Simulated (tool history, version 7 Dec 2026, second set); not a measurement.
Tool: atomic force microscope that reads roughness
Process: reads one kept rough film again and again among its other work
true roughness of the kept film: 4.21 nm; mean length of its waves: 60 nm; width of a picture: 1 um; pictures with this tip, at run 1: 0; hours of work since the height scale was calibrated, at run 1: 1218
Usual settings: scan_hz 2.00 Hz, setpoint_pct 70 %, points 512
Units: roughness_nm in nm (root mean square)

run	hour	scan_hz	setpoint_pct	points	pictures with this tip	hours of work since the height scale was calibrated	roughness_nm
1	0.0	2.00	70	512	0	1218	4.020
2	64.3	2.00	70	512	107	1262	3.915
3	116.6	2.00	70	512	193	1297	3.857
4	177.6	2.00	70	512	294	1338	3.817
5	209.1	2.00	70	355	346	1359	3.787
# hour 214.5: new tip fitted
6	244.2	2.42	70	512	49	1383	3.946
7	276.5	2.00	67	512	103	1405	3.980
8	339.6	2.00	67	512	207	1447	3.893
9	369.0	2.00	67	512	256	1467	3.871
10	403.0	2.00	67	512	312	1490	3.819
# hour 428.4: new tip fitted
11	467.8	2.00	72	368	65	1534	3.924
12	517.1	2.00	72	368	147	1567	3.899
13	549.8	2.00	75	512	201	1589	3.850

Forecast each of these 5 alternatives for the next run:
A	603.9	0.59	67	791	290	1626	?
B	603.9	2.00	80	512	290	1626	?
C	603.9	0.95	70	512	290	1626	?
D	603.9	3.58	83	1021	290	1626	?
E	603.9	0.58	70	1008	290	1626	?

run	roughness_nm
A	3.924
B	3.714
C	3.903
D	3.530
E	3.911
Without the tool's hidden state the same runs would have given:
run	roughness_nm
A	4.060
B	3.843
C	4.039
D	3.653
E	4.047
